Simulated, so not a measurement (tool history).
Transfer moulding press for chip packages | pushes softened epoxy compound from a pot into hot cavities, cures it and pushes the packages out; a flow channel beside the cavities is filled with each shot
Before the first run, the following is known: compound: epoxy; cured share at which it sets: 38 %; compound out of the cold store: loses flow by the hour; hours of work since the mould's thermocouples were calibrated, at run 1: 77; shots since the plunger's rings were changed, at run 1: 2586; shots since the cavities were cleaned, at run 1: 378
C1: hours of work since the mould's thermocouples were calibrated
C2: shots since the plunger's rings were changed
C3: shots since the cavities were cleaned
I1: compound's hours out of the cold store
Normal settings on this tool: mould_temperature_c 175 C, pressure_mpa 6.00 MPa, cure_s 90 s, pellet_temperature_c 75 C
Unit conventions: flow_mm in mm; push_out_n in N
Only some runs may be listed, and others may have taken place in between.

Run 1, hour 0.0: usual settings; C1 77; C2 2586; C3 378; I1 12.6. Result: flow_mm 720 mm, push_out_n 454 N.
Run 2, hour 12.3: usual settings; C1 82; C2 2704; C3 496; I1 25.0. Result: flow_mm 678 mm, push_out_n 445 N.
At hour 18.8: cavities cleaned with cleaning compound and waxed.
Run 3, hour 24.2: usual settings; C1 87; C2 2804; C3 52; I1 43.3. Result: flow_mm 615 mm, push_out_n 553 N.
Run 4, hour 30.0: usual settings; C1 89; C2 2860; C3 108; I1 30.2. Result: flow_mm 656 mm, push_out_n 561 N.
Run 5, hour 40.6: usual settings; C1 94; C2 2961; C3 209; I1 39.5. Result: flow_mm 625 mm, push_out_n 573 N.
Run 6, hour 47.9: usual settings; C1 97; C2 3032; C3 280; I1 30.8. Result: flow_mm 653 mm, push_out_n 576 N.
Run 7, hour 58.4: usual settings but mould_temperature_c 181 C; C1 102; C2 3132; C3 380; I1 10.6. Result: flow_mm 709 mm, push_out_n 483 N.
Run 8, hour 65.4: usual settings but mould_temperature_c 181 C; C1 105; C2 3200; C3 448; I1 20.3. Result: flow_mm 675 mm, push_out_n 482 N.
Run 9, hour 75.3: usual settings but mould_temperature_c 181 C, pressure_mpa 4.55 MPa; C1 110; C2 3294; C3 542; I1 16.1. Result: flow_mm 601 mm, push_out_n 512 N.
At hour 77.7: cavities cleaned with cleaning compound and waxed.
At hour 88.7: cavities cleaned with cleaning compound and waxed, once more.
Run 10, hour 88.7: usual settings but pellet_temperature_c 68 C; C1 114; C2 3395; C3 0; I1 23.7. Result: flow_mm 676 mm, push_out_n 260 N.
Run 11, hour 95.0: usual settings but pellet_temperature_c 68 C; C1 117; C2 3455; C3 60; I1 43.8. Result: flow_mm 610 mm, push_out_n 302 N.
Run 12, hour 100.8: usual settings; C1 120; C2 3510; C3 115; I1 46.8. Result: flow_mm 600 mm, push_out_n 325 N.
Run 13, hour 107.7: usual settings but pellet_temperature_c 69 C; C1 123; C2 3577; C3 182; I1 15.1. Result: flow_mm 705 mm, push_out_n 373 N.
Run 14, hour 115.3: usual settings but pellet_temperature_c 69 C; C1 126; C2 3649; C3 254; I1 24.5. Result: flow_mm 671 mm, push_out_n 391 N.
Run 15, hour 125.8: usual settings but pellet_temperature_c 69 C; C1 131; C2 3750; C3 355; I1 47.3. Result: flow_mm 599 mm, push_out_n 403 N.
Run 16, hour 132.3: usual settings but cure_s 118 s; C1 134; C2 3813; C3 418; I1 42.5. Result: flow_mm 612 mm, push_out_n 364 N.
Run 17, hour 139.9: usual settings but mould_temperature_c 168 C, pressure_mpa 4.71 MPa, cure_s 74 s, pellet_temperature_c 70 C; C1 137; C2 3885; C3 490; I1 44.9. Result: flow_mm 547 mm, push_out_n 1006 N.
At hour 147.4: cavities cleaned with cleaning compound and waxed.
Run 18, hour 152.7: usual settings but pressure_mpa 5.19 MPa; C1 142; C2 3994; C3 51; I1 33.9. Result: flow_mm 596 mm, push_out_n 305 N.
Run 19, hour 160.4: usual settings but mould_temperature_c 172 C, pressure_mpa 7.48 MPa, pellet_temperature_c 81 C; C1 146; C2 4068; C3 125; I1 43.9. Result: flow_mm 684 mm, push_out_n 374 N.
Run 20, hour 172.5: usual settings but mould_temperature_c 170 C, pressure_mpa 5.19 MPa, cure_s 81 s, pellet_temperature_c 74 C; C1 151; C2 4184; C3 241; I1 47.9. Result: flow_mm 565 mm, push_out_n 615 N.

Run 21 has not been measured yet. What should we expect?
Run 21, hour 181.4: usual settings but mould_temperature_c 171 C, pressure_mpa 7.42 MPa, cure_s 75 s; C1 155; C2 4269; C3 326; I1 34.5. Result: flow_mm ?, push_out_n ?.

flow_mm: 719 mm
push_out_n: 734 N
Minus the tool's unlogged condition, the same run would have read flow_mm 744 mm, push_out_n 471 N.

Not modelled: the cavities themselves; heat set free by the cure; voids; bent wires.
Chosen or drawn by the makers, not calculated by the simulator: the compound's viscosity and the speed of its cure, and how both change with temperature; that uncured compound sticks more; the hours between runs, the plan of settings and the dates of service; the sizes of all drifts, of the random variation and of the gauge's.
